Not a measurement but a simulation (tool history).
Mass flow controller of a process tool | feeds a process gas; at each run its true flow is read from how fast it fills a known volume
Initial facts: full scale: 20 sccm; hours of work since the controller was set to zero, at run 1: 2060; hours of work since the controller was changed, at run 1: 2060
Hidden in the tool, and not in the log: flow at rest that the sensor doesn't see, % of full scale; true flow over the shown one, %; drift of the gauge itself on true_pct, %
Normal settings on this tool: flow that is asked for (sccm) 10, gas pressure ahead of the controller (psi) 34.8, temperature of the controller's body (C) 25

run,hour,flow that is asked for (sccm),gas pressure ahead of the controller (psi),temperature of the controller's body (C),hours of work since the controller was set to zero,hours of work since the controller was changed,true flow (%)
1,0,10,34.8,25,2060,2060,98.07
2,99.8,10,34.8,25,2115,2115,98.27
3,226.9,10,34.8,25,2186,2186,98.1
4,306.9,10,34.8,25,2230,2230,98
5,358.6,10,34.8,25,2259,2259,98
6,443.7,10,34.4,25,2306,2306,98.16
7,499.4,2,34.4,25,2337,2337,94.21
8,625.1,2,34.4,25,2407,2407,94.16
9,709.9,2,34.4,25,2454,2454,93.97
10,775.6,10,34.8,25,2490,2490,98.01
11,868.3,10,34.8,25,2541,2541,98
12,975.8,10,21.8,25,2601,2601,98.78
13,1075.4,10,24.4,25,2656,2656,98.58
14,1175.7,10,24.4,25,2712,2712,98.52
15,1227.7,10,24.4,25,2741,2741,98.55
16,1281.5,4,34.8,25,2770,2770,95.93
17,1408.1,4,34.8,25,2841,2841,95.97
18,1459.7,6,21.5,37,2869,2869,98.42
19,1580.9,3,28.7,21,2936,2936,95.02
20,1636.4,18,23.8,25,2967,2967,99.88
21,1700.6,11,21.8,37,3003,3003,99.8
22,1814.1,11,21.8,37,3066,3066,99.83
23,1902.9,3,30.3,32,3115,3115,95.69
24,1963.6,3,38.7,39,3148,3148,95.74
25,2060,10,34.8,35,3202,3202,98.75
26,2168.3,10,34.8,35,3262,3262,98.6
27,2278.4,10,34.8,35,3323,3323,98.67
28,2347.1,10,35.1,35,3361,3361,98.72
29,2434.7,2,20.9,23,3410,3410,93.26
30,2543.2,2,23.1,23,3470,3470,93.02
31,2654.7,2,36.5,22,3531,3531,92.21
32,2755.6,2,36.5,22,3587,3587,92.14

What if the next run were any one of these 4? Each begins from the tool's condition after run 32:
A,2857.2,2,35.7,22,3644,3644,?
B,2857.2,4,22.6,27,3644,3644,?
C,2857.2,4,28,25,3644,3644,?
D,2857.2,5,36.5,22,3644,3644,?

run,true flow (%)
A,92.02
B,96.18
C,95.7
D,95.82
What these runs would have given with no unlogged condition in the tool:
run,true flow (%)
A,97.55
B,98.74
C,98.26
D,97.79

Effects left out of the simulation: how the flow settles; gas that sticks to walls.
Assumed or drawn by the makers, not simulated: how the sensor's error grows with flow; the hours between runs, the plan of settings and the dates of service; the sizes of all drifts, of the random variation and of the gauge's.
